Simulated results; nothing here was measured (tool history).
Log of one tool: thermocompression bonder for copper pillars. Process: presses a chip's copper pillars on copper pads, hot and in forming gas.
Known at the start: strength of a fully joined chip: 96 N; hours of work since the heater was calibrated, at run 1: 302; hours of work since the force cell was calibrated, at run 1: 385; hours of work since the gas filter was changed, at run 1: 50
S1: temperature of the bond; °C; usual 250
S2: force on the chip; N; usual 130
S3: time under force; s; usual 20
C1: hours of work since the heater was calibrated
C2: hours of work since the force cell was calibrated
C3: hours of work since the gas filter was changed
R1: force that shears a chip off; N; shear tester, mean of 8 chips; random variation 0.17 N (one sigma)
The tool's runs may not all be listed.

run 1 hour=0.0 | S1=250 S2=130 S3=20 | C1=302 C2=385 C3=50 | R1=40.6
run 2 hour=9.3 | S1=229 S2=130 S3=20 | C1=308 C2=391 C3=56 | R1=28.2
run 3 hour=21.8 | S1=236 S2=130 S3=20 | C1=316 C2=399 C3=64 | R1=32.4
run 4 hour=31.5 | S1=250 S2=130 S3=20 | C1=323 C2=405 C3=70 | R1=40.4
run 5 hour=46.6 | S1=251 S2=130 S3=20 | C1=332 C2=415 C3=79 | R1=40.7
run 6 hour=58.5 | S1=250 S2=120 S3=20 | C1=340 C2=422 C3=87 | R1=38.1
run 7 hour=72.4 | S1=250 S2=120 S3=20 | C1=349 C2=431 C3=96 | R1=37.9
run 8 hour=82.7 | S1=250 S2=120 S3=20 | C1=355 C2=438 C3=103 | R1=37.9
run 9 hour=92.1 | S1=250 S2=120 S3=20 | C1=362 C2=444 C3=109 | R1=37.7
run 10 hour=98.9 | S1=278 S2=130 S3=20 | C1=366 C2=448 C3=113 | R1=57.4
-- hour=103.5 forming gas filter changed
run 11 hour=111.3 | S1=250 S2=130 S3=20 | C1=373 C2=456 C3=5 | R1=41.6
run 12 hour=123.4 | S1=276 S2=130 S3=20 | C1=381 C2=464 C3=13 | R1=58.9
run 13 hour=137.1 | S1=250 S2=130 S3=20 | C1=390 C2=472 C3=22 | R1=41.7
run 14 hour=143.8 | S1=250 S2=130 S3=20 | C1=394 C2=477 C3=26 | R1=41.5
run 15 hour=152.4 | S1=250 S2=130 S3=20 | C1=400 C2=482 C3=31 | R1=41.4
run 16 hour=160.3 | S1=250 S2=130 S3=20 | C1=405 C2=487 C3=36 | R1=41.4
run 17 hour=175.0 | S1=250 S2=130 S3=20 | C1=414 C2=497 C3=46 | R1=40.9
run 18 hour=182.9 | S1=250 S2=130 S3=20 | C1=419 C2=502 C3=51 | R1=41.2
run 19 hour=190.4 | S1=250 S2=130 S3=20 | C1=424 C2=507 C3=56 | R1=40.9
run 20 hour=200.9 | S1=279 S2=130 S3=20 | C1=431 C2=513 C3=62 | R1=59.8
run 21 hour=212.2 | S1=247 S2=130 S3=20 | C1=438 C2=521 C3=70 | R1=38.7
run 22 hour=225.9 | S1=240 S2=83 S3=31 | C1=447 C2=529 C3=78 | R1=30.3
run 23 hour=240.3 | S1=269 S2=142 S3=33 | C1=456 C2=539 C3=88 | R1=63.6
run 24 hour=252.1 | S1=250 S2=175 S3=12 | C1=464 C2=546 C3=95 | R1=40.0
run 25 hour=259.5 | S1=250 S2=175 S3=12 | C1=468 C2=551 C3=100 | R1=40.3
run 26 hour=269.3 | S1=250 S2=175 S3=12 | C1=475 C2=557 C3=106 | R1=40.1
run 27 hour=281.3 | S1=247 S2=175 S3=37 | C1=482 C2=565 C3=114 | R1=56.2
-- hour=284.0 forming gas filter changed
run 28 hour=293.8 | S1=253 S2=149 S3=14 | C1=490 C2=573 C3=6 | R1=42.0
run 29 hour=307.1 | S1=250 S2=92 S3=25 | C1=499 C2=581 C3=15 | R1=36.4
run 30 hour=315.8 | S1=268 S2=83 S3=25 | C1=504 C2=587 C3=20 | R1=44.2
run 31 hour=324.3 | S1=250 S2=130 S3=39 | C1=510 C2=592 C3=26 | R1=52.4
run 32 hour=331.8 | S1=250 S2=130 S3=39 | C1=514 C2=597 C3=31 | R1=52.4
run 33 hour=347.5 | S1=250 S2=130 S3=39 | C1=525 C2=607 C3=41 | R1=52.1
run 34 hour=360.6 | S1=265 S2=78 S3=59 | C1=533 C2=615 C3=49 | R1=54.4
run 35 hour=374.0 | S1=265 S2=78 S3=59 | C1=541 C2=624 C3=58 | R1=54.1
run 36 hour=382.7 | S1=276 S2=79 S3=16 | C1=547 C2=630 C3=63 | R1=40.5
run 37 hour=398.5 | S1=276 S2=79 S3=16 | C1=557 C2=640 C3=73 | R1=39.9
run 38 hour=408.2 | S1=276 S2=79 S3=16 | C1=563 C2=646 C3=80 | R1=40.0
run 39 hour=416.3 | S1=271 S2=186 S3=24 | C1=569 C2=651 C3=85 | R1=67.9

Forecast each of these 4 alternatives for the next run:
run A hour=424.5 | S1=225 S2=173 S3=35 | C1=574 C2=656 C3=90 | R1=?
run B hour=424.5 | S1=278 S2=130 S3=20 | C1=574 C2=656 C3=90 | R1=?
run C hour=424.5 | S1=251 S2=186 S3=24 | C1=574 C2=656 C3=90 | R1=?
run D hour=424.5 | S1=270 S2=157 S3=12 | C1=574 C2=656 C3=90 | R1=?

run=A R1=39.9
run=B R1=58.8
run=C R1=54.1
run=D R1=50.3
Without the tool's hidden state the same runs would have given:
run=A R1=40.9
run=B R1=60.8
run=C R1=55.7
run=D R1=52.0

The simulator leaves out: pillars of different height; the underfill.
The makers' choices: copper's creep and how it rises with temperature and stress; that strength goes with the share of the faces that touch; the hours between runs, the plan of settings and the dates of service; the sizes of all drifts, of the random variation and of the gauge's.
